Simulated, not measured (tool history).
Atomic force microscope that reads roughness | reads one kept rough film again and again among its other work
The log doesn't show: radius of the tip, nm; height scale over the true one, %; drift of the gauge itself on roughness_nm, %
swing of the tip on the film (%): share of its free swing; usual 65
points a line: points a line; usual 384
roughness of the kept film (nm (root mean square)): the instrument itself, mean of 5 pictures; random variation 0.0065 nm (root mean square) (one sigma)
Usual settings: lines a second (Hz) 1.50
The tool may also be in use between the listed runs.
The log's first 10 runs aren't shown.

| run | hour | lines a second (Hz) | swing of the tip on the film (%) | points a line | pictures with this tip | hours of work since the height scale was calibrated | roughness of the kept film (nm (root mean square)) |
|---|---|---|---|---|---|---|---|
| 11 | 329.3 | 1.50 | 65 | 384 | 61 | 521 | 1.291 |
| 12 | 354.9 | 1.50 | 65 | 384 | 92 | 536 | 1.275 |
| 13 | 379.5 | 1.50 | 65 | 384 | 123 | 551 | 1.283 |
| 14 | 417.2 | 1.50 | 65 | 384 | 169 | 573 | 1.280 |
| 15 | 444.1 | 1.50 | 65 | 832 | 203 | 589 | 1.310 |
| 16 | 477.0 | 1.50 | 65 | 832 | 243 | 608 | 1.288 |
| 17 | 516.3 | 1.78 | 65 | 384 | 292 | 631 | 1.283 |
| 18 | 555.2 | 1.78 | 65 | 384 | 340 | 654 | 1.279 |
|  | 584.3 | new tip fitted |
| 19 | 584.3 | 1.50 | 59 | 384 | 0 | 671 | 1.280 |
| 20 | 611.6 | 1.50 | 59 | 932 | 33 | 687 | 1.289 |
| 21 | 649.7 | 1.50 | 65 | 384 | 81 | 710 | 1.279 |
| 22 | 685.0 | 3.01 | 65 | 384 | 124 | 730 | 1.266 |
| 23 | 713.3 | 3.01 | 65 | 384 | 159 | 747 | 1.254 |
| 24 | 739.7 | 3.01 | 65 | 384 | 192 | 763 | 1.260 |
| 25 | 773.8 | 1.50 | 65 | 268 | 234 | 783 | 1.260 |
| 26 | 792.7 | 1.50 | 65 | 268 | 257 | 794 | 1.258 |
| 27 | 832.3 | 1.50 | 65 | 268 | 307 | 817 | 1.256 |
| 28 | 853.2 | 0.92 | 78 | 296 | 332 | 830 | 1.242 |
| 29 | 876.0 | 2.58 | 63 | 384 | 361 | 843 | 1.270 |
|  | 891.6 | new tip fitted |
| 30 | 904.9 | 2.58 | 63 | 384 | 17 | 860 | 1.264 |
| 31 | 936.7 | 1.50 | 80 | 384 | 56 | 878 | 1.261 |
| 32 | 979.8 | 1.50 | 90 | 700 | 110 | 904 | 1.237 |
| 33 | 1007.0 | 1.02 | 80 | 700 | 143 | 920 | 1.279 |

Run 34 comes next. What will it give?
| 34 | 1035.7 | 1.44 | 90 | 1011 | 179 | 937 | ? |

{"run 34": {"roughness of the kept film (nm (root mean square))": 1.244}}
Without the tool's hidden state the same run would have given roughness of the kept film (nm (root mean square)) 1.247.
